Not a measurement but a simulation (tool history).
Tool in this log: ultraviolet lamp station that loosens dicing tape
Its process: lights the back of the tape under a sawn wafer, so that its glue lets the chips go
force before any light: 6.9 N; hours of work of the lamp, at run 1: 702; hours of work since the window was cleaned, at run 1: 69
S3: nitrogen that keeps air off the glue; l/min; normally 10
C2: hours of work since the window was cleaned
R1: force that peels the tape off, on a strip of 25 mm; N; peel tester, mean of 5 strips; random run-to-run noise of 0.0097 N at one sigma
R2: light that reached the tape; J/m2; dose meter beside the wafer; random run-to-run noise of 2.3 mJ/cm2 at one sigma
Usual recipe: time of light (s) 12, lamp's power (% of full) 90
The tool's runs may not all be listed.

Run 1, hour 0.0: usual settings; hours of work of the lamp 702; C2 69. Result: R1 0.604 N, R2 2010 J/m2.
Run 2, hour 41.5: usual settings; hours of work of the lamp 724; C2 91. Result: R1 0.622 N, R2 1980 J/m2.
Run 3, hour 99.9: usual settings; hours of work of the lamp 755; C2 122. Result: R1 0.643 N, R2 1970 J/m2.
Run 4, hour 152.1: usual settings; hours of work of the lamp 783; C2 150. Result: R1 0.678 N, R2 1960 J/m2.
Run 5, hour 215.5: usual settings; hours of work of the lamp 817; C2 184. Result: R1 0.683 N, R2 1910 J/m2.
Run 6, hour 250.6: usual settings; hours of work of the lamp 836; C2 203. Result: R1 0.669 N, R2 1840 J/m2.
Run 7, hour 278.3: usual settings; hours of work of the lamp 851; C2 218. Result: R1 0.738 N, R2 1910 J/m2.
Run 8, hour 315.9: usual settings; hours of work of the lamp 871; C2 238. Result: R1 0.700 N, R2 1870 J/m2.
Run 9, hour 380.2: usual settings but time of light (s) 8; hours of work of the lamp 906; C2 272. Result: R1 1.568 N, R2 1220 J/m2.
Run 10, hour 409.5: usual settings but time of light (s) 8; hours of work of the lamp 921; C2 288. Result: R1 1.558 N, R2 1200 J/m2.
Run 11, hour 473.9: usual settings but lamp's power (% of full) 68, S3 5 l/min; hours of work of the lamp 956; C2 323. Result: R1 1.664 N, R2 1360 J/m2.
Run 12, hour 532.9: usual settings but S3 3 l/min; hours of work of the lamp 987; C2 354. Result: R1 1.397 N, R2 1740 J/m2.
Run 13, hour 594.2: usual settings but S3 11 l/min; hours of work of the lamp 1020; C2 387. Result: R1 0.795 N, R2 1690 J/m2.
Run 14, hour 623.5: usual settings but S3 11 l/min; hours of work of the lamp 1036; C2 403. Result: R1 0.792 N, R2 1680 J/m2.
Run 15, hour 661.6: usual settings but time of light (s) 17, lamp's power (% of full) 80, S3 4 l/min; hours of work of the lamp 1056; C2 423. Result: R1 0.923 N, R2 2140 J/m2.
At hour 672.3: window cleaned of glue's vapour.
Run 16, hour 726.4: usual settings but time of light (s) 8, lamp's power (% of full) 71, S3 4 l/min; hours of work of the lamp 1091; C2 29. Result: R1 2.643 N, R2 960 J/m2.
At hour 773.7: lamp changed.
Run 17, hour 778.7: usual settings but time of light (s) 8, lamp's power (% of full) 71, S3 4 l/min; hours of work of the lamp 3; C2 56. Result: R1 1.951 N, R2 1240 J/m2.

Consider 3 possible next runs. They are alternatives, not a sequence: every one starts from the tool as it was left by run 17. What does each give?
Run A, hour 817.1: usual settings but time of light (s) 6, lamp's power (% of full) 78, S3 4 l/min; hours of work of the lamp 23; C2 77. Result: R1 ?, R2 ?.
Run B, hour 817.1: usual settings but time of light (s) 11, S3 4 l/min; hours of work of the lamp 23; C2 77. Result: R1 ?, R2 ?.
Run C, hour 817.1: usual settings but time of light (s) 15; hours of work of the lamp 23; C2 77. Result: R1 ?, R2 ?.

run     R1    R2
  A  2.512  1030
  B  0.932  2130
  C  0.286  2930
With the hidden condition removed and each run's random variation left untouched, the same runs would have given:
run     R1    R2
  A  2.407  1070
  B  0.861  2220
  C  0.265  3060
